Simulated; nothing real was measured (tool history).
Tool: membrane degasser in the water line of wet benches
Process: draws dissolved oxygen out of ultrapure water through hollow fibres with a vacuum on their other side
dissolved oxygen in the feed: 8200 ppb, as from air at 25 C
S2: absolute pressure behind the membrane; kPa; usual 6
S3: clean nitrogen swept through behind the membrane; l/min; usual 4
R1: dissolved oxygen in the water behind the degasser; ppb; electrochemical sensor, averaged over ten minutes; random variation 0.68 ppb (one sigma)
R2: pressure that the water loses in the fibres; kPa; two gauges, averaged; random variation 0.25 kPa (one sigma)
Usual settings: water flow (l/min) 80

Run 1, hour 0: usual settings. Result: R1 129 ppb, R2 66.89 kPa.
Run 2, hour 34.8: usual settings but water flow (l/min) 56. Result: R1 91.1 ppb, R2 46.94 kPa.
Run 3, hour 76.3: usual settings. Result: R1 129.6 ppb, R2 67.07 kPa.
Run 4, hour 128.5: usual settings. Result: R1 130.1 ppb, R2 67.35 kPa.
Run 5, hour 174.5: usual settings but S2 6.79 kPa. Result: R1 162.3 ppb, R2 66.98 kPa.
Run 6, hour 204: usual settings but S2 6.79 kPa. Result: R1 163.1 ppb, R2 67.04 kPa.
Run 7, hour 233.5: usual settings. Result: R1 129.5 ppb, R2 66.89 kPa.
Run 8, hour 257.4: usual settings. Result: R1 129.4 ppb, R2 67.21 kPa.
At hour 261.5: vacuum gauge calibrated.
Run 9, hour 282.1: usual settings but S2 5.21 kPa. Result: R1 94.5 ppb, R2 67.23 kPa.
Run 10, hour 316.5: usual settings but S2 7.07 kPa. Result: R1 176.3 ppb, R2 67.2 kPa.
Run 11, hour 339.2: usual settings but S2 7.07 kPa. Result: R1 175.9 ppb, R2 67.51 kPa.
Run 12, hour 368.4: usual settings but water flow (l/min) 112, S2 4.41 kPa, S3 2.31 l/min. Result: R1 134.6 ppb, R2 93.44 kPa.
Run 13, hour 418.1: usual settings but water flow (l/min) 112, S2 12.36 kPa, S3 1.63 l/min. Result: R1 1027.1 ppb, R2 94.47 kPa.
Run 14, hour 463.4: usual settings but S3 7.87 l/min. Result: R1 72.2 ppb, R2 67.09 kPa.
At hour 481.9: vacuum gauge calibrated, once more.
Run 15, hour 497: usual settings but water flow (l/min) 58, S2 4.49 kPa. Result: R1 42.1 ppb, R2 48.91 kPa.
Run 16, hour 526.3: usual settings but water flow (l/min) 58, S2 4.49 kPa. Result: R1 42.4 ppb, R2 48.51 kPa.
Run 17, hour 560: usual settings but S3 6.08 l/min. Result: R1 87.5 ppb, R2 68.01 kPa.
Run 18, hour 588.4: usual settings but water flow (l/min) 56, S3 6.08 l/min. Result: R1 60.7 ppb, R2 47.46 kPa.
Run 19, hour 614.1: usual settings but water flow (l/min) 56, S2 12.65 kPa, S3 7.1 l/min. Result: R1 174.7 ppb, R2 47.24 kPa.
Run 20, hour 636.6: usual settings but water flow (l/min) 56, S2 12.65 kPa, S3 7.1 l/min. Result: R1 176.6 ppb, R2 47.09 kPa.
Run 21, hour 669.5: usual settings but water flow (l/min) 56, S2 12.65 kPa, S3 7.1 l/min. Result: R1 177 ppb, R2 47 kPa.

5 ways to go on from here, each from the tool as it stands after run 21. What would each give?
Run A, hour 691.4: usual settings but water flow (l/min) 56, S2 12.65 kPa, S3 1.78 l/min. Result: R1 ?, R2 ?.
Run B, hour 691.4: usual settings but water flow (l/min) 61, S2 8.85 kPa, S3 1.62 l/min. Result: R1 ?, R2 ?.
Run C, hour 691.4: usual settings but S3 2.28 l/min. Result: R1 ?, R2 ?.
Run D, hour 691.4: usual settings but water flow (l/min) 95, S2 10.56 kPa, S3 7.1 l/min. Result: R1 ?, R2 ?.
Run E, hour 691.4: usual settings but water flow (l/min) 52, S2 3.83 kPa, S3 1.99 l/min. Result: R1 ?, R2 ?.

run     R1     R2
  A  584.4  46.96
  B    417  51.68
  C  200.1  67.33
  D  229.8  80.04
  E   34.3  43.53
Without the tool's hidden state the same runs would have given:
run     R1     R2
  A  585.3  46.62
  B  418.5  51.31
  C  201.6  66.85
  D  229.8  79.46
  E   35.6  43.22

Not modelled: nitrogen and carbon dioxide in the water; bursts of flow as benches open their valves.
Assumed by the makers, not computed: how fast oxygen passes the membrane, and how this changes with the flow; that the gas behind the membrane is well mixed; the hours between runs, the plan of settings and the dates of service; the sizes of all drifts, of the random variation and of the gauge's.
